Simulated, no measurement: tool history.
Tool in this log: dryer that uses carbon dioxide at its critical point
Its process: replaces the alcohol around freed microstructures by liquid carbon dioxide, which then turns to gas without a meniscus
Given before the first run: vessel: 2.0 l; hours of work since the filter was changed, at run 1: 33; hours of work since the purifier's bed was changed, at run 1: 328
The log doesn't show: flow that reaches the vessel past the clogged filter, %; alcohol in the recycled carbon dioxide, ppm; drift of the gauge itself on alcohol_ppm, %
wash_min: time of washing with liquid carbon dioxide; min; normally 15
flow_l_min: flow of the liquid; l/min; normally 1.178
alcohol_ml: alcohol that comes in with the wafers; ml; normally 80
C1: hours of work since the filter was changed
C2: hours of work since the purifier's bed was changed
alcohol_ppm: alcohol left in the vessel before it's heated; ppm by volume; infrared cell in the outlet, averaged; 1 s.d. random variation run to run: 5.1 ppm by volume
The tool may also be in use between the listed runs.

run 1 hour=0.0 | wash_min=15 flow_l_min=1.178 alcohol_ml=80 | C1=33 C2=328 | alcohol_ppm=141
run 2 hour=15.3 | wash_min=15 flow_l_min=1.178 alcohol_ml=23 | C1=39 C2=334 | alcohol_ppm=85
run 3 hour=29.6 | wash_min=15 flow_l_min=1.178 alcohol_ml=23 | C1=45 C2=340 | alcohol_ppm=81
run 4 hour=49.0 | wash_min=15 flow_l_min=1.178 alcohol_ml=119 | C1=53 C2=347 | alcohol_ppm=194
run 5 hour=70.4 | wash_min=14 flow_l_min=1.178 alcohol_ml=80 | C1=61 C2=356 | alcohol_ppm=188
run 6 hour=85.6 | wash_min=14 flow_l_min=1.178 alcohol_ml=80 | C1=67 C2=362 | alcohol_ppm=192
run 7 hour=96.7 | wash_min=15 flow_l_min=1.380 alcohol_ml=80 | C1=71 C2=366 | alcohol_ppm=93
run 8 hour=122.3 | wash_min=15 flow_l_min=1.380 alcohol_ml=80 | C1=81 C2=376 | alcohol_ppm=89
run 9 hour=143.7 | wash_min=15 flow_l_min=1.380 alcohol_ml=80 | C1=90 C2=384 | alcohol_ppm=101
run 10 hour=159.6 | wash_min=15 flow_l_min=1.380 alcohol_ml=80 | C1=96 C2=391 | alcohol_ppm=97
run 11 hour=184.3 | wash_min=16 flow_l_min=1.380 alcohol_ml=80 | C1=106 C2=400 | alcohol_ppm=91
run 12 hour=200.3 | wash_min=15 flow_l_min=1.178 alcohol_ml=80 | C1=112 C2=407 | alcohol_ppm=166
run 13 hour=225.7 | wash_min=15 flow_l_min=1.178 alcohol_ml=80 | C1=122 C2=416 | alcohol_ppm=167
run 14 hour=238.8 | wash_min=15 flow_l_min=1.178 alcohol_ml=80 | C1=127 C2=422 | alcohol_ppm=163
run 15 hour=265.1 | wash_min=15 flow_l_min=1.178 alcohol_ml=80 | C1=137 C2=432 | alcohol_ppm=170
run 16 hour=279.0 | wash_min=15 flow_l_min=1.178 alcohol_ml=80 | C1=143 C2=437 | alcohol_ppm=178
run 17 hour=293.3 | wash_min=18 flow_l_min=1.178 alcohol_ml=80 | C1=148 C2=443 | alcohol_ppm=111
run 18 hour=304.1 | wash_min=18 flow_l_min=1.178 alcohol_ml=80 | C1=153 C2=447 | alcohol_ppm=96
run 19 hour=326.2 | wash_min=15 flow_l_min=1.178 alcohol_ml=80 | C1=161 C2=456 | alcohol_ppm=176
run 20 hour=338.8 | wash_min=15 flow_l_min=1.178 alcohol_ml=80 | C1=166 C2=461 | alcohol_ppm=176
run 21 hour=362.6 | wash_min=15 flow_l_min=1.178 alcohol_ml=80 | C1=176 C2=470 | alcohol_ppm=181
run 22 hour=385.5 | wash_min=15 flow_l_min=1.178 alcohol_ml=80 | C1=185 C2=479 | alcohol_ppm=179
run 23 hour=401.0 | wash_min=15 flow_l_min=1.178 alcohol_ml=29 | C1=191 C2=485 | alcohol_ppm=116
run 24 hour=418.2 | wash_min=15 flow_l_min=1.178 alcohol_ml=29 | C1=197 C2=492 | alcohol_ppm=119
run 25 hour=429.9 | wash_min=15 flow_l_min=1.178 alcohol_ml=29 | C1=202 C2=497 | alcohol_ppm=131
run 26 hour=440.8 | wash_min=15 flow_l_min=1.178 alcohol_ml=29 | C1=206 C2=501 | alcohol_ppm=116
run 27 hour=459.3 | wash_min=17 flow_l_min=0.910 alcohol_ml=108 | C1=213 C2=508 | alcohol_ppm=353
run 28 hour=472.4 | wash_min=23 flow_l_min=1.760 alcohol_ml=108 | C1=219 C2=513 | alcohol_ppm=85
run 29 hour=489.0 | wash_min=24 flow_l_min=1.100 alcohol_ml=27 | C1=225 C2=520 | alcohol_ppm=87
run 30 hour=502.1 | wash_min=24 flow_l_min=1.100 alcohol_ml=27 | C1=230 C2=525 | alcohol_ppm=96
run 31 hour=519.2 | wash_min=14 flow_l_min=1.350 alcohol_ml=80 | C1=237 C2=532 | alcohol_ppm=155
run 32 hour=538.1 | wash_min=9 flow_l_min=0.900 alcohol_ml=23 | C1=244 C2=539 | alcohol_ppm=825
run 33 hour=555.6 | wash_min=15 flow_l_min=1.050 alcohol_ml=80 | C1=251 C2=546 | alcohol_ppm=303
run 34 hour=570.2 | wash_min=15 flow_l_min=1.280 alcohol_ml=66 | C1=257 C2=552 | alcohol_ppm=143
run 35 hour=581.6 | wash_min=11 flow_l_min=0.850 alcohol_ml=70 | C1=261 C2=556 | alcohol_ppm=1523
run 36 hour=592.5 | wash_min=14 flow_l_min=1.040 alcohol_ml=41 | C1=266 C2=560 | alcohol_ppm=250
run 37 hour=617.3 | wash_min=15 flow_l_min=1.010 alcohol_ml=26 | C1=275 C2=570 | alcohol_ppm=179
run 38 hour=631.9 | wash_min=9 flow_l_min=0.930 alcohol_ml=44 | C1=281 C2=576 | alcohol_ppm=1418
run 39 hour=654.9 | wash_min=9 flow_l_min=1.200 alcohol_ml=39 | C1=290 C2=585 | alcohol_ppm=617
run 40 hour=668.4 | wash_min=9 flow_l_min=1.000 alcohol_ml=39 | C1=295 C2=590 | alcohol_ppm=1054
run 41 hour=682.6 | wash_min=14 flow_l_min=1.910 alcohol_ml=50 | C1=301 C2=596 | alcohol_ppm=106
run 42 hour=693.6 | wash_min=13 flow_l_min=1.178 alcohol_ml=34 | C1=305 C2=600 | alcohol_ppm=188
run 43 hour=714.9 | wash_min=18 flow_l_min=1.180 alcohol_ml=84 | C1=314 C2=608 | alcohol_ppm=124
-- hour=719.2 inlet filter changed
run 44 hour=738.9 | wash_min=19 flow_l_min=1.310 alcohol_ml=57 | C1=8 C2=617 | alcohol_ppm=96
run 45 hour=753.7 | wash_min=19 flow_l_min=0.870 alcohol_ml=57 | C1=14 C2=623 | alcohol_ppm=197
run 46 hour=774.2 | wash_min=19 flow_l_min=0.870 alcohol_ml=57 | C1=22 C2=631 | alcohol_ppm=197

Here are 3 independent what-if runs from the current tool condition. What would each one return?
run A hour=791.4 | wash_min=19 flow_l_min=0.870 alcohol_ml=26 | C1=28 C2=638 | alcohol_ppm=?
run B hour=791.4 | wash_min=16 flow_l_min=0.830 alcohol_ml=80 | C1=28 C2=638 | alcohol_ppm=?
run C hour=791.4 | wash_min=15 flow_l_min=1.640 alcohol_ml=80 | C1=28 C2=638 | alcohol_ppm=?

run=A alcohol_ppm=147
run=B alcohol_ppm=477
run=C alcohol_ppm=126
Stripped of hidden state, with their random variation kept, the same runs would have yielded:
run=A alcohol_ppm=42
run=B alcohol_ppm=357
run=C alcohol_ppm=21
